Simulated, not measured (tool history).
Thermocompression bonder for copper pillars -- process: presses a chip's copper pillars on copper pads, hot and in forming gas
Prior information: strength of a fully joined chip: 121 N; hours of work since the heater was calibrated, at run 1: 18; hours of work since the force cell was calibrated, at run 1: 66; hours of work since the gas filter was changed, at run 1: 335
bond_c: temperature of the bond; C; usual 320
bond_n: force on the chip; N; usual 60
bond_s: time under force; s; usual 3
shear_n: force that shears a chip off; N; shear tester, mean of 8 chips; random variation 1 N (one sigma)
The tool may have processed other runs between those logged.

run   hour  bond_c  bond_n  bond_s  hours of work since the heater was calibrated  hours of work since the force cell was calibrated  hours of work since the gas filter was changed  shear_n
  1      0     320      60       3                                             18                                                 66                                             335     85.9
  2   26.5     294      60       3                                             28                                                 77                                             346     70.6
  3   46.1     320      67       3                                             36                                                 85                                             353     92.4
  4   69.9     320      65       3                                             46                                                 94                                             363       89
  5   83.8     320      65       3                                             51                                                100                                             369     90.7
  6  100.3     320      48       3                                             58                                                106                                             375     72.6
  7  116.6     320      60       3                                             64                                                113                                             382     84.4
  8  144.3     320      60       3                                             76                                                124                                             393     84.8
  9  172.7     320      60       3                                             87                                                136                                             404     85.7
 10    202     320      60       3                                             99                                                147                                             416     84.1
 11  224.6     320      60       3                                            108                                                156                                             425     84.2
 12  238.4     306      47       4                                            113                                                162                                             431     67.4
 13  252.5     306      47       4                                            119                                                168                                             436     69.3
 14    281     333      57       2                                            130                                                179                                             448     80.1
 15  307.5     333      57       2                                            141                                                190                                             458     80.7
 16  335.2     333      57       2                                            152                                                201                                             470     79.7
 17  356.4     320      60       3                                            161                                                209                                             478     83.3
 18  374.7     305      39       3                                            168                                                217                                             485     51.3

Predict each of these 3 candidate next runs independently; none follows another, all start after run 18:
     391.3  -- forming gas filter changed
  A  396.4     305      70       8                                            177                                                225                                               2        ?
     391.3  -- forming gas filter changed
  B  396.4     346      42       5                                            177                                                225                                               2        ?
     391.3  -- forming gas filter changed
  C  396.4     305      39       7                                            177                                                225                                               2        ?

run  shear_n
  A    106.5
  B     90.4
  C     68.9
With the hidden condition removed and each run's random variation left untouched, the same runs would have given:
run  shear_n
  A    107.6
  B     91.8
  C     70.5
